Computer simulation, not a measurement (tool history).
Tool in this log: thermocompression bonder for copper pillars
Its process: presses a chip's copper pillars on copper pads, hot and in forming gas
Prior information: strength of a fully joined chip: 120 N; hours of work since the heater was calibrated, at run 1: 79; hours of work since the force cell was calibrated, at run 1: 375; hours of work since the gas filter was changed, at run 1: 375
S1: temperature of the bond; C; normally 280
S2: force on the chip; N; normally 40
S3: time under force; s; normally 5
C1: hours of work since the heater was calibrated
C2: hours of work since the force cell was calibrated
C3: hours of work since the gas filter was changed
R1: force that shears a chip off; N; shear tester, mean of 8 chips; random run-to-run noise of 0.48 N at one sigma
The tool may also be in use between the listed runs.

run   hour   S1  S2  S3   C1   C2   C3    R1
  1      0  280  40   5   79  375  375  64.8
      61.6  -- forming gas filter changed
  2   78.4  280  51   5  140  437   13  78.3
  3  150.2  280  59   5  197  494   70  84.7
  4  239.9  280  59   5  268  564  141  82.2
  5  324.1  280  59   5  334  631  207  83.1
  6  365.1  305  40   5  367  663  240  87.8
     444.5  -- force cell calibrated
  7    458  305  40   5  439   11  312    89
  8  534.6  301  41   5  499   71  373  86.2
     598.1  -- forming gas filter changed
     631.8  -- force cell calibrated, once more
  9  631.8  301  41   5  575    0   25  88.8

Run 10, settings as shown, results not yet in. Your forecast:
 10  718.2  282  26   4  643  68  94   ?

{"run 10": {"R1": 51.2}}
Minus the tool's unlogged condition, the same run would have read R1 48.4 N.
